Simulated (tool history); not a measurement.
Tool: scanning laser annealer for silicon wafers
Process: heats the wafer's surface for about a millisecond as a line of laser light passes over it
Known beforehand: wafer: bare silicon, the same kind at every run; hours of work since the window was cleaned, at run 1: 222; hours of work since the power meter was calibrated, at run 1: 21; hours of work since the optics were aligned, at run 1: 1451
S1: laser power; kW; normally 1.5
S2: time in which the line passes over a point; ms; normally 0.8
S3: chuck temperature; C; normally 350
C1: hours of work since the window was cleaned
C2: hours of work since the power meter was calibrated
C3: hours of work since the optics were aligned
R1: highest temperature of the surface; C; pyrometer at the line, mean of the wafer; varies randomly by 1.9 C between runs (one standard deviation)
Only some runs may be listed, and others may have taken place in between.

run     day     S1     S2   S3   C1   C2    C3    R1
  1       0    1.5    0.8  350  222   21  1451  1131
  2   0.333    1.5   0.65  350  226   24  1454  1050
  3   0.667    1.5   0.65  312  229   28  1458  1017
  4   0.875    1.5   0.65  312  232   30  1460  1019
  5   1.242    1.5   0.65  312  236   34  1464  1015
  6   1.546    1.5   0.65  330  239   38  1468  1038
  7   1.992    1.5    0.8  350  244   43  1473  1130
  8   2.221    1.5    0.8  350  246   45  1475  1129
  9   2.588    1.5    0.8  346  250   49  1479  1127
 10   2.954    1.5    0.8  350  254   53  1483  1128
 11   3.296    1.5    0.8  350  258   57  1487  1130
 12   3.554    1.5    0.8  358  261   60  1490  1135
 13   3.958    1.5    0.8  358  265   64  1494  1136
 14   4.358    1.5    0.8  358  270   69  1499  1138
 15   4.562    1.5  0.604  350  272   71  1501  1025
 16   4.879    1.5  0.604  350  276   74  1504  1027
 17   5.317    1.5  0.604  350  280   79  1509  1030
      5.571  -- optics aligned, line set to its width
 18   5.962    1.5    0.8  350  285   84     4  1134
 19   6.371    1.5    0.8  350  290   89     9  1134
 20   6.842    1.5    0.8  350  295   94    14  1133
 21   7.096  1.541    0.8  373  298   97    17  1177
 22   7.492  1.541    0.8  373  302  101    21  1176
 23   7.738  1.534   0.85  345  305  104    24  1173
 24   8.162  1.547   0.85  370  309  108    29  1206
 25   8.371  1.547   0.85  370  312  111    31  1199
 26   8.696   1.46    0.8  350  315  114    34  1112
 27    9.15  1.466    0.8  350  320  119    39  1118
 28   9.492  1.466    0.8  350  324  123    43  1117
 29   9.754    1.5    0.8  373  327  126    46  1154
 30  10.133    1.5    0.8  373  331  130    50  1155
 31  10.383    1.5    0.8  373  334  133    53  1160
 32  10.788    1.5    0.8  373  338  137    57  1160
 33  11.221  1.337    0.8  350  343  142    62  1051
 34  11.633  1.337    0.8  350  348  146    67  1052
 35  12.042  1.347  0.945  314  352  151    71  1080

Each row is a separate what-if for the run after 35, all from the same tool condition, not one after another. Results?
  A  12.417   1.64    0.8  350  356  155  75   ?
  B  12.417  1.347  0.605  314  356  155  75   ?
  C  12.417  1.567    0.8  350  356  155  75   ?
  D  12.417  1.347  0.892  314  356  155  75   ?
  E  12.417  1.647  0.945  322  356  155  75   ?

run    R1
  A  1204
  B   929
  C  1167
  D  1060
  E  1256
Take away the tool's hidden state, keep each run's random variation, and the runs would have read:
run    R1
  A  1219
  B   940
  C  1182
  D  1073
  E  1272
